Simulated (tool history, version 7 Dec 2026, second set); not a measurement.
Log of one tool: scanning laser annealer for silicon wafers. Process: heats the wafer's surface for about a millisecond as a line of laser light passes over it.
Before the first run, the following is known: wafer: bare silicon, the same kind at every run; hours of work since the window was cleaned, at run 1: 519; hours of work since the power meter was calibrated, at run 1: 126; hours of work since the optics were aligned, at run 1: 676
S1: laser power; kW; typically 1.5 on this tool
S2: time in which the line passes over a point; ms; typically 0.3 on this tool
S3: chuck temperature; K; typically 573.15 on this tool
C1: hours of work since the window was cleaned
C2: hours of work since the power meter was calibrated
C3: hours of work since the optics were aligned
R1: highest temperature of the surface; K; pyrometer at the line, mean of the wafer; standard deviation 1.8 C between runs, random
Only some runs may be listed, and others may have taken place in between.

run 1 hour=0 | S1=1.5 S2=0.3 S3=573.15 | C1=519 C2=126 C3=676 | R1=1279.15
run 2 hour=18.2 | S1=1.5 S2=0.3 S3=573.15 | C1=533 C2=140 C3=690 | R1=1280.15
run 3 hour=38.4 | S1=1.5 S2=0.3 S3=573.15 | C1=549 C2=156 C3=706 | R1=1279.15
run 4 hour=55.1 | S1=1.5 S2=0.3 S3=546.15 | C1=561 C2=169 C3=719 | R1=1250.15
run 5 hour=77.4 | S1=1.5 S2=0.3 S3=546.15 | C1=579 C2=186 C3=736 | R1=1247.15
-- hour=87.6 optics aligned, line set to its width
run 6 hour=102.6 | S1=1.5 S2=0.3 S3=546.15 | C1=594 C2=201 C3=12 | R1=1242.15
run 7 hour=123.5 | S1=1.5 S2=0.3 S3=573.15 | C1=610 C2=218 C3=28 | R1=1267.15
run 8 hour=141.6 | S1=1.5 S2=0.3 S3=573.15 | C1=624 C2=232 C3=42 | R1=1269.15
run 9 hour=158.1 | S1=1.5 S2=0.3 S3=573.15 | C1=637 C2=244 C3=54 | R1=1265.15
run 10 hour=176.2 | S1=1.5 S2=0.3 S3=568.15 | C1=651 C2=258 C3=68 | R1=1259.15
-- hour=187.5 optics aligned, line set to its width, once more
run 11 hour=194.8 | S1=1.5 S2=0.3 S3=568.15 | C1=662 C2=269 C3=6 | R1=1275.15
run 12 hour=208.1 | S1=1.5 S2=0.3 S3=568.15 | C1=672 C2=279 C3=16 | R1=1277.15
run 13 hour=227.3 | S1=1.5 S2=0.3 S3=568.15 | C1=687 C2=294 C3=31 | R1=1275.15
run 14 hour=246.4 | S1=1.31 S2=0.3 S3=568.15 | C1=701 C2=309 C3=45 | R1=1157.15
run 15 hour=261.9 | S1=1.31 S2=0.3 S3=568.15 | C1=713 C2=321 C3=57 | R1=1154.15
run 16 hour=278.3 | S1=1.5 S2=0.3 S3=573.15 | C1=726 C2=333 C3=70 | R1=1278.15
run 17 hour=301.2 | S1=1.5 S2=0.3 S3=573.15 | C1=744 C2=351 C3=88 | R1=1276.15
run 18 hour=319.3 | S1=1.5 S2=0.3 S3=573.15 | C1=758 C2=365 C3=102 | R1=1274.15
run 19 hour=341.5 | S1=1.5 S2=0.3 S3=573.15 | C1=775 C2=382 C3=119 | R1=1276.15
run 20 hour=354.2 | S1=1.283 S2=0.311 S3=536.15 | C1=785 C2=392 C3=129 | R1=1112.15
run 21 hour=371 | S1=1.339 S2=0.311 S3=536.15 | C1=798 C2=405 C3=142 | R1=1144.15
run 22 hour=384.1 | S1=1.393 S2=0.296 S3=543.15 | C1=808 C2=415 C3=152 | R1=1171.15
run 23 hour=395.4 | S1=1.503 S2=0.31 S3=578.15 | C1=816 C2=424 C3=161 | R1=1286.15
run 24 hour=410.7 | S1=1.5 S2=0.232 S3=538.15 | C1=828 C2=435 C3=172 | R1=1149.15
run 25 hour=425.2 | S1=1.5 S2=0.232 S3=538.15 | C1=839 C2=447 C3=183 | R1=1148.15
run 26 hour=441.2 | S1=1.5 S2=0.232 S3=538.15 | C1=852 C2=459 C3=196 | R1=1149.15
run 27 hour=456.4 | S1=1.385 S2=0.237 S3=573.15 | C1=864 C2=471 C3=208 | R1=1126.15
run 28 hour=467.5 | S1=1.632 S2=0.268 S3=545.15 | C1=872 C2=479 C3=216 | R1=1277.15
run 29 hour=491.4 | S1=1.523 S2=0.325 S3=544.15 | C1=891 C2=498 C3=235 | R1=1276.15
run 30 hour=515.6 | S1=1.638 S2=0.3 S3=573.15 | C1=909 C2=516 C3=253 | R1=1348.15
run 31 hour=534.7 | S1=1.638 S2=0.3 S3=573.15 | C1=924 C2=531 C3=268 | R1=1349.15
run 32 hour=545.7 | S1=1.638 S2=0.322 S3=575.15 | C1=932 C2=540 C3=277 | R1=1376.15
run 33 hour=566.2 | S1=1.554 S2=0.341 S3=562.15 | C1=948 C2=555 C3=292 | R1=1330.15
run 34 hour=581.2 | S1=1.47 S2=0.3 S3=555.15 | C1=960 C2=567 C3=304 | R1=1222.15
run 35 hour=605.2 | S1=1.344 S2=0.229 S3=568.15 | C1=978 C2=586 C3=322 | R1=1085.15
run 36 hour=621.3 | S1=1.479 S2=0.227 S3=599.15 | C1=991 C2=598 C3=335 | R1=1184.15
-- hour=626.8 window over the wafer cleaned
run 37 hour=641.1 | S1=1.476 S2=0.3 S3=573.15 | C1=11 C2=612 C3=349 | R1=1297.15
run 38 hour=666.1 | S1=1.526 S2=0.3 S3=567.15 | C1=30 C2=631 C3=368 | R1=1321.15

Across each entry between runs, compare the hidden state at the last listed run before it with the hidden state at the first listed run after it:
Between runs 5 and 6: optics aligned, line set to its width (hour 87.6)
  light that passes the window, % of a clean one's: 96.76 -> 96.67; width of the line over the set one, %: 1.71 -> 2.88
  the result without the hidden state subtracted from the measured one, R1: -44 -> -52 K
Between runs 10 and 11: optics aligned, line set to its width, once more (hour 187.5)
  light that passes the window, % of a clean one's: 96.36 -> 96.3; laser's true power over the reading, %: -0.25 -> -0.26; width of the line over the set one, %: 3.01 -> 0.15
  the result without the hidden state subtracted from the measured one, R1: -56 -> -40 K
Between runs 36 and 37: window over the wafer cleaned (hour 626.8)
  light that passes the window, % of a clean one's: 94.53 -> 99.92; laser's true power over the reading, %: -0.36 -> -0.37; width of the line over the set one, %: 0.83 -> 0.86
  the result without the hidden state subtracted from the measured one, R1: -52 -> -10 K

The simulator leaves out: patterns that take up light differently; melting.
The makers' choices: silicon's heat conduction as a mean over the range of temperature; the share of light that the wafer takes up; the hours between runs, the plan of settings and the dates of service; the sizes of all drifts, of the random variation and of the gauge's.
